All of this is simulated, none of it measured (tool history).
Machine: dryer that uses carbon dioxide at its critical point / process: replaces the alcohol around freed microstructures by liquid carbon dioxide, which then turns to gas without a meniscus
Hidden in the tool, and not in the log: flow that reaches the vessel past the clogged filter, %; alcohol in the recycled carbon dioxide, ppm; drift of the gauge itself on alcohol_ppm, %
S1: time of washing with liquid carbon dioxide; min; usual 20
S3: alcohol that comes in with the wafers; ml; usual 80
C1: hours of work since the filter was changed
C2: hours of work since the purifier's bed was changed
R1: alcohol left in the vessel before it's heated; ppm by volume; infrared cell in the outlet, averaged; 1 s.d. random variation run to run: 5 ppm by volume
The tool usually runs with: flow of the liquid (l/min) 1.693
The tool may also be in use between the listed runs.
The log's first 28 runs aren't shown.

Run 29, hour 879.9: usual settings but flow of the liquid (l/min) 1.630; C1 255; C2 423. Result: R1 157 ppm by volume.
Run 30, hour 899.3: usual settings but S1 13 min, flow of the liquid (l/min) 1.630; C1 266; C2 434. Result: R1 451 ppm by volume.
Run 31, hour 920.4: usual settings but S1 26 min, flow of the liquid (l/min) 2.200, S3 69 ml; C1 279; C2 447. Result: R1 137 ppm by volume.
Run 32, hour 949.1: usual settings but S1 26 min, flow of the liquid (l/min) 1.150, S3 26 ml; C1 296; C2 464. Result: R1 154 ppm by volume.
Run 33, hour 989.9: usual settings but S1 15 min, flow of the liquid (l/min) 1.150, S3 26 ml; C1 321; C2 489. Result: R1 383 ppm by volume.
Run 34, hour 1019.6: usual settings but S1 15 min, flow of the liquid (l/min) 1.150, S3 26 ml; C1 338; C2 506. Result: R1 396 ppm by volume.
Run 35, hour 1055.6: usual settings but S1 15 min, flow of the liquid (l/min) 1.150, S3 26 ml; C1 360; C2 528. Result: R1 395 ppm by volume.
Run 36, hour 1099.0: usual settings but S1 15 min, flow of the liquid (l/min) 1.260, S3 26 ml; C1 386; C2 554. Result: R1 339 ppm by volume.
Run 37, hour 1126.3: usual settings but S1 15 min, flow of the liquid (l/min) 1.260, S3 26 ml; C1 402; C2 570. Result: R1 349 ppm by volume.
Run 38, hour 1155.2: usual settings but S1 30 min, flow of the liquid (l/min) 1.270; C1 420; C2 588. Result: R1 187 ppm by volume.
Run 39, hour 1197.4: usual settings but S1 30 min, flow of the liquid (l/min) 1.270; C1 445; C2 613. Result: R1 192 ppm by volume.
At hour 1226.7: inlet filter changed.
Run 40, hour 1230.2: usual settings but S3 46 ml; C1 2; C2 632. Result: R1 201 ppm by volume.
Run 41, hour 1254.3: usual settings but flow of the liquid (l/min) 2.220, S3 25 ml; C1 17; C2 646. Result: R1 189 ppm by volume.
Run 42, hour 1281.8: usual settings but flow of the liquid (l/min) 2.220, S3 25 ml; C1 33; C2 663. Result: R1 192 ppm by volume.
Run 43, hour 1304.9: usual settings but flow of the liquid (l/min) 2.220, S3 25 ml; C1 47; C2 676. Result: R1 199 ppm by volume.
Run 44, hour 1342.4: usual settings but S1 13 min, S3 22 ml; C1 69; C2 699. Result: R1 263 ppm by volume.
Run 45, hour 1381.9: usual settings but S1 27 min, flow of the liquid (l/min) 1.320, S3 114 ml; C1 93; C2 723. Result: R1 230 ppm by volume.
Run 46, hour 1410.5: usual settings but S1 27 min, flow of the liquid (l/min) 1.320, S3 114 ml; C1 110; C2 740. Result: R1 241 ppm by volume.
Run 47, hour 1432.4: usual settings but S1 27 min, flow of the liquid (l/min) 1.130, S3 114 ml; C1 123; C2 753. Result: R1 290 ppm by volume.

4 options for the next run, each taken on its own from the tool as it stands now. Forecast them:
Run A, hour 1463.7: usual settings but S1 18 min, S3 61 ml; C1 142; C2 771. Result: R1 ?.
Run B, hour 1463.7: usual settings but S1 22 min, flow of the liquid (l/min) 1.460, S3 21 ml; C1 142; C2 771. Result: R1 ?.
Run C, hour 1463.7: usual settings but S3 32 ml; C1 142; C2 771. Result: R1 ?.
Run D, hour 1463.7: usual settings but S1 27 min, flow of the liquid (l/min) 1.540, S3 93 ml; C1 142; C2 771. Result: R1 ?.

run   R1
  A  273
  B  238
  C  242
  D  217
The same runs, with their run-to-run variation unchanged, on a tool lacking any hidden condition would have given:
run  R1
  A  44
  B  16
  C  16
  D   4
